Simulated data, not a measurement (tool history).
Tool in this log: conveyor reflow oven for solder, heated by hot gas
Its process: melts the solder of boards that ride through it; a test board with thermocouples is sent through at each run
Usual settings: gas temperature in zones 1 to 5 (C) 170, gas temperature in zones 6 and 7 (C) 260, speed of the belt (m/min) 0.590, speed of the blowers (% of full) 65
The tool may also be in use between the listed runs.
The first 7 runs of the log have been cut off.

| run | hour | gas temperature in zones 1 to 5 (C) | gas temperature in zones 6 and 7 (C) | speed of the belt (m/min) | speed of the blowers (% of full) | highest temperature of the board (C) | time above the solder's melting point (s) |
|---|---|---|---|---|---|---|---|
| 8 | 171.0 | 170 | 260 | 0.590 | 65 | 243.8 | 39.7 |
| 9 | 191.2 | 174 | 260 | 0.590 | 65 | 243.6 | 41.3 |
| 10 | 222.4 | 170 | 260 | 0.557 | 65 | 244.9 | 43.7 |
| 11 | 246.3 | 170 | 260 | 0.590 | 65 | 242.8 | 39.3 |
| 12 | 267.0 | 170 | 260 | 0.590 | 65 | 242.9 | 39.3 |
| 13 | 299.9 | 170 | 270 | 0.590 | 65 | 251.5 | 44.7 |
|  | 318.7 | belt drive overhauled, speed set with a stopwatch |
| 14 | 319.3 | 170 | 270 | 0.590 | 65 | 250.9 | 43.2 |
| 15 | 351.1 | 170 | 270 | 0.590 | 65 | 250.7 | 43.3 |
| 16 | 372.1 | 170 | 270 | 0.590 | 65 | 250.4 | 42.9 |
| 17 | 403.9 | 159 | 260 | 0.568 | 65 | 240.8 | 35.1 |
| 18 | 420.0 | 159 | 260 | 0.568 | 65 | 241.1 | 35.4 |
| 19 | 440.1 | 170 | 271 | 0.529 | 56 | 252.7 | 50.2 |
| 20 | 457.1 | 177 | 271 | 0.529 | 56 | 253.9 | 52.6 |
| 21 | 483.6 | 177 | 271 | 0.529 | 56 | 254.0 | 52.8 |
| 22 | 502.5 | 177 | 271 | 0.671 | 77 | 249.6 | 38.8 |
|  | 517.9 | flux residue cleaned out of gas plates and filters |
| 23 | 536.2 | 157 | 251 | 0.482 | 83 | 240.7 | 45.2 |
| 24 | 549.6 | 170 | 260 | 0.604 | 59 | 241.0 | 35.6 |
| 25 | 567.6 | 181 | 260 | 0.610 | 65 | 243.9 | 40.7 |
| 26 | 587.5 | 181 | 260 | 0.610 | 65 | 243.9 | 40.7 |
| 27 | 605.5 | 179 | 267 | 0.618 | 65 | 249.0 | 42.2 |
| 28 | 621.0 | 179 | 267 | 0.618 | 65 | 248.5 | 42.3 |
| 29 | 640.3 | 174 | 258 | 0.597 | 52 | 238.4 | 35.1 |
| 30 | 659.1 | 174 | 266 | 0.501 | 52 | 250.6 | 53.2 |
| 31 | 676.3 | 174 | 266 | 0.501 | 52 | 250.4 | 53.6 |

Forecast each of these 3 alternatives for the next run:
| A | 695.0 | 161 | 272 | 0.590 | 78 | ? | ? |
| B | 695.0 | 174 | 264 | 0.501 | 65 | ? | ? |
| C | 695.0 | 164 | 260 | 0.543 | 65 | ? | ? |

| run | highest temperature of the board (C) | time above the solder's melting point (s) |
|---|---|---|
| A | 253.6 | 43.4 |
| B | 250.7 | 53.9 |
| C | 243.5 | 41.3 |
With the hidden condition removed and each run's random variation left untouched, the same runs would have given:
| run | highest temperature of the board (C) | time above the solder's melting point (s) |
|---|---|---|
| A | 256.2 | 44.8 |
| B | 253.1 | 55.3 |
| C | 245.9 | 43.2 |

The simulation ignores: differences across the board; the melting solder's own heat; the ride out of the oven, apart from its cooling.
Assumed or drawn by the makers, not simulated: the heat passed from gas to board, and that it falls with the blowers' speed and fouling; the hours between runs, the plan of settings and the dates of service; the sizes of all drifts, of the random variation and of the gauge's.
